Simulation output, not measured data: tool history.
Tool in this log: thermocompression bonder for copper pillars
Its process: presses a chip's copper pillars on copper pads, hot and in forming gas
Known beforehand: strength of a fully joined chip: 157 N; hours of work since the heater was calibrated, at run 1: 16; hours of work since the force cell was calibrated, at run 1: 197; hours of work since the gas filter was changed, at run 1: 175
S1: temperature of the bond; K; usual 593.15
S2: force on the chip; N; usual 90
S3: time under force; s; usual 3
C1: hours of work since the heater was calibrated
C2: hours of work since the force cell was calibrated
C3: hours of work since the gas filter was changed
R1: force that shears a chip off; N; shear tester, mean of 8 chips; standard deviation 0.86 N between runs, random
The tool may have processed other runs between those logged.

run 1 hour=0.0 | S1=593.15 S2=90 S3=3 | C1=16 C2=197 C3=175 | R1=74.7
run 2 hour=8.1 | S1=593.15 S2=90 S3=3 | C1=20 C2=201 C3=179 | R1=75.2
run 3 hour=18.6 | S1=593.15 S2=90 S3=3 | C1=25 C2=206 C3=184 | R1=75.7
run 4 hour=26.4 | S1=593.15 S2=90 S3=3 | C1=29 C2=210 C3=188 | R1=75.0
run 5 hour=34.0 | S1=593.15 S2=90 S3=3 | C1=33 C2=213 C3=192 | R1=75.2
run 6 hour=44.1 | S1=603.15 S2=90 S3=3 | C1=38 C2=218 C3=197 | R1=81.0
run 7 hour=53.5 | S1=593.15 S2=83 S3=3 | C1=42 C2=223 C3=201 | R1=70.4
run 8 hour=60.1 | S1=593.15 S2=83 S3=2 | C1=46 C2=226 C3=204 | R1=59.2
-- hour=61.4 forming gas filter changed
run 9 hour=66.6 | S1=593.15 S2=83 S3=2 | C1=49 C2=229 C3=3 | R1=60.4
run 10 hour=77.0 | S1=593.15 S2=90 S3=4 | C1=54 C2=235 C3=8 | R1=81.8
run 11 hour=83.4 | S1=593.15 S2=90 S3=4 | C1=57 C2=238 C3=11 | R1=81.7
run 12 hour=92.5 | S1=593.15 S2=90 S3=3 | C1=62 C2=242 C3=15 | R1=74.7
run 13 hour=97.9 | S1=593.15 S2=90 S3=3 | C1=64 C2=245 C3=18 | R1=73.9
run 14 hour=107.4 | S1=593.15 S2=90 S3=3 | C1=69 C2=250 C3=23 | R1=75.7
run 15 hour=112.2 | S1=593.15 S2=90 S3=4 | C1=71 C2=252 C3=25 | R1=82.2
run 16 hour=122.6 | S1=593.15 S2=90 S3=4 | C1=77 C2=257 C3=30 | R1=83.5
run 17 hour=131.7 | S1=593.15 S2=90 S3=4 | C1=81 C2=262 C3=35 | R1=83.6
run 18 hour=140.8 | S1=593.15 S2=90 S3=4 | C1=86 C2=266 C3=40 | R1=83.9
run 19 hour=150.6 | S1=593.15 S2=90 S3=5 | C1=91 C2=271 C3=44 | R1=88.5
run 20 hour=159.5 | S1=593.15 S2=90 S3=3 | C1=95 C2=276 C3=49 | R1=75.1
run 21 hour=169.1 | S1=593.15 S2=90 S3=3 | C1=100 C2=280 C3=54 | R1=74.8
run 22 hour=176.9 | S1=593.15 S2=90 S3=3 | C1=104 C2=284 C3=58 | R1=75.7
run 23 hour=183.3 | S1=593.15 S2=90 S3=3 | C1=107 C2=288 C3=61 | R1=76.0
run 24 hour=191.3 | S1=593.15 S2=90 S3=3 | C1=111 C2=292 C3=65 | R1=76.9
run 25 hour=199.4 | S1=593.15 S2=62 S3=2 | C1=115 C2=296 C3=69 | R1=45.4
run 26 hour=208.5 | S1=577.15 S2=119 S3=2 | C1=119 C2=300 C3=73 | R1=73.7
run 27 hour=219.3 | S1=577.15 S2=112 S3=3 | C1=125 C2=306 C3=79 | R1=78.1
run 28 hour=227.8 | S1=573.15 S2=62 S3=2 | C1=129 C2=310 C3=83 | R1=37.9
run 29 hour=235.7 | S1=599.15 S2=78 S3=8 | C1=133 C2=314 C3=87 | R1=95.7
run 30 hour=240.1 | S1=593.15 S2=92 S3=8 | C1=135 C2=316 C3=89 | R1=103.1
run 31 hour=245.6 | S1=575.15 S2=129 S3=6 | C1=138 C2=319 C3=92 | R1=108.7
run 32 hour=252.7 | S1=619.15 S2=111 S3=4 | C1=141 C2=322 C3=95 | R1=111.8
run 33 hour=261.1 | S1=619.15 S2=92 S3=4 | C1=146 C2=326 C3=99 | R1=98.4
run 34 hour=271.1 | S1=598.15 S2=90 S3=5 | C1=151 C2=331 C3=104 | R1=90.5
run 35 hour=277.2 | S1=603.15 S2=90 S3=5 | C1=154 C2=334 C3=108 | R1=94.9
run 36 hour=284.8 | S1=588.15 S2=125 S3=7 | C1=157 C2=338 C3=111 | R1=118.2
run 37 hour=289.5 | S1=588.15 S2=86 S3=4 | C1=160 C2=340 C3=114 | R1=76.6
run 38 hour=298.9 | S1=574.15 S2=117 S3=7 | C1=164 C2=345 C3=118 | R1=103.2
run 39 hour=303.3 | S1=574.15 S2=64 S3=3 | C1=167 C2=347 C3=121 | R1=46.3

Across each entry between runs, compare the hidden state at the last listed run before it with the hidden state at the first listed run after it:
Run 8 -> run 9: forming gas filter changed (hour 61.4)
  oxide that the forming gas leaves, % of the face: 1.25 -> 0.51
